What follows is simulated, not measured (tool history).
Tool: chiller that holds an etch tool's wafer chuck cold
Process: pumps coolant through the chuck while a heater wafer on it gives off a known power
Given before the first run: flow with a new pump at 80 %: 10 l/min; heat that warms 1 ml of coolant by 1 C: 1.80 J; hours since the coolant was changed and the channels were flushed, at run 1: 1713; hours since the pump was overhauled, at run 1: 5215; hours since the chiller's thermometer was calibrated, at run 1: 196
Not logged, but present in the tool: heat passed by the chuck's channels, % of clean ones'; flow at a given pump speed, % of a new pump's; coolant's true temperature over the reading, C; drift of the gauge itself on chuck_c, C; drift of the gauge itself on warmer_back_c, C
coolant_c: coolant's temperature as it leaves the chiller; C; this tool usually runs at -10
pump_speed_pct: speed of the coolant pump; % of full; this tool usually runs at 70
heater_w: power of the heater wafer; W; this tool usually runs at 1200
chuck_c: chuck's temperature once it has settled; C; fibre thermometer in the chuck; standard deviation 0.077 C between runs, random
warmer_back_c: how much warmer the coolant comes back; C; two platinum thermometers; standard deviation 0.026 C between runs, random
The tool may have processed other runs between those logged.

run	hour	coolant_c	pump_speed_pct	heater_w	hours since the coolant was changed and the channels were flushed	hours since the pump was overhauled	hours since the chiller's thermometer was calibrated	chuck_c	warmer_back_c
1	0.0	-10	70	1200	1713	5215	196	1.75	4.69
2	110.2	-10	60	1200	1823	5325	306	3.08	5.50
3	232.3	-10	70	1200	1945	5448	428	1.72	4.76
4	391.2	-10	70	1200	2104	5606	587	1.87	4.73
5	483.6	-10	70	1307	2196	5699	679	2.74	5.20
6	583.1	-10	73	1200	2296	5798	779	1.37	4.55
7	699.8	-10	73	1200	2412	5915	895	1.56	4.57
8	828.7	-9	70	1200	2541	6044	1024	2.89	4.78
9	909.7	-9	70	1200	2622	6125	1105	2.83	4.76
10	1028.6	-9	70	1200	2741	6244	1224	2.82	4.74
11	1103.4	-4	70	1200	2816	6319	1299	7.87	4.77
12	1233.1	-4	70	1200	2946	6448	1429	7.96	4.78
13	1388.9	-4	70	1200	3102	6604	1584	8.06	4.73
14	1467.5	-4	70	1200	3180	6683	1663	7.87	4.81
15	1610.6	-4	69	1200	3323	6826	1806	8.09	4.83
16	1740.6	-4	69	1200	3453	6956	1936	7.99	4.87
17	1845.4	-4	69	1200	3558	7061	2041	8.09	4.81
18	1960.8	-4	74	1200	3673	7176	2156	7.57	4.60
19	2047.6	-20	87	1200	3760	7263	2243	-9.89	3.86
# hour 2063.8: coolant pump overhauled
20	2175.8	-20	87	1200	3883	112	2366	-9.46	4.05
21	2282.9	-14	93	762	3990	219	2473	-7.77	2.39
22	2395.0	-20	93	1301	4103	331	2585	-9.12	4.07
23	2487.8	-20	93	1301	4195	424	2678	-9.00	4.11
24	2559.9	-10	70	1112	4268	496	2750	1.55	4.68
25	2638.5	-5	88	678	4346	575	2829	0.84	2.25
26	2735.6	-10	72	1766	4443	672	2926	8.00	7.16
# hour 2806.0: coolant pump overhauled, once more
27	2888.7	-10	72	1766	4591	83	3074	6.58	6.44
28	2960.8	-10	72	1766	4663	155	3146	6.65	6.45
29	3079.5	-10	98	1542	4782	274	3265	1.70	4.18
30	3169.6	-10	78	925	4872	364	3355	-1.87	3.09
31	3304.1	-17	97	1268	5007	498	3490	-7.42	3.46
32	3436.8	-3	97	848	5139	631	3622	3.38	2.34

Entry by entry between the runs, the difference in hidden state between the last listed run before and the first listed run after:
After run 19, before run 20: coolant pump overhauled (hour 2063.8)
  heat passed by the chuck's channels, % of clean ones': 95.1 -> 95; flow at a given pump speed, % of a new pump's: 94.8 -> 91.2; coolant's true temperature over the reading, C: -0.23 -> -0.24
  difference, measured minus the result without the unlogged condition, chuck_c: +0.55 -> +0.84 C; warmer_back_c: +0.20 -> +0.36 C
After run 26, before run 27: coolant pump overhauled, once more (hour 2806.0)
  heat passed by the chuck's channels, % of clean ones': 94.3 -> 94.1; flow at a given pump speed, % of a new pump's: 90.8 -> 100.9; coolant's true temperature over the reading, C: -0.3 -> -0.31
  difference, measured minus the result without the unlogged condition, chuck_c: +1.68 -> +0.37 C; warmer_back_c: +0.66 -> -0.06 C
